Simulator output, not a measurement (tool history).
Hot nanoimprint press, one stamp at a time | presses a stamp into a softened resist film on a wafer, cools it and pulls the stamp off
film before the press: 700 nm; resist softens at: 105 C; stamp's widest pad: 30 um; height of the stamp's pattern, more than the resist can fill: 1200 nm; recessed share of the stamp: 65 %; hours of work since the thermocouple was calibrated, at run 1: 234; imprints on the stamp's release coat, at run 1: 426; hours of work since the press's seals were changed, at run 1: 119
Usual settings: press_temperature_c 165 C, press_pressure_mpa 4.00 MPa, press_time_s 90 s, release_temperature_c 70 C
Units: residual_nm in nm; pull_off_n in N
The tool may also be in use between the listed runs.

run   hour  press_temperature_c  press_pressure_mpa  press_time_s  release_temperature_c  hours of work since the thermocouple was calibrated  imprints on the stamp's release coat  hours of work since the press's seals were changed  residual_nm  pull_off_n
  1    0.0                  165                4.00            90                     70                                                  234                                   426                                                 119        253.5         136
  2   37.8                  165                4.00            90                     70                                                  258                                   542                                                 143        249.5         139
      48.1  -- stamp cleaned and given a new release coat
  3   85.0                  165                4.23            90                     70                                                  285                                   112                                                 170        241.2         123
  4  168.8                  165                4.00            90                     56                                                  339                                   368                                                 224        243.3         165
     234.2  -- stamp cleaned and given a new release coat
  5  246.5                  165                4.00            90                     56                                                  385                                    38                                                 270        240.7         147
     280.8  -- plate thermocouple calibrated
  6  310.6                  165                4.00            90                     56                                                   19                                   225                                                 310        263.4         161
  7  391.7                  165                4.00            90                     70                                                   71                                   472                                                 362        260.5         137
     428.4  -- stamp cleaned and given a new release coat
  8  448.1                  164                4.00            90                     70                                                  104                                    60                                                 394        271.4         122
  9  509.6                  164                4.00            90                     70                                                  144                                   248                                                 434        270.0         129
 10  562.4                  164                4.00            90                     70                                                  178                                   409                                                 468        265.8         136
     618.0  -- stamp cleaned and given a new release coat
 11  644.4                  164                4.00            90                     70                                                  227                                    81                                                 517        262.7         120
 12  697.2                  164                4.00            90                     70                                                  261                                   242                                                 551        260.5         127
 13  769.6                  164                4.00            90                     70                                                  307                                   463                                                 597        256.9         137

Forecast run 14:
     803.0  -- stamp cleaned and given a new release coat
 14  858.6                  159                4.00            90                     64                                                  361                                   170                                                 651            ?           ?

Run 14 gave residual_nm 338.4 nm, pull_off_n 135 N.
Without the tool's hidden state the same run would have given residual_nm 373.7 nm, pull_off_n 131 N.
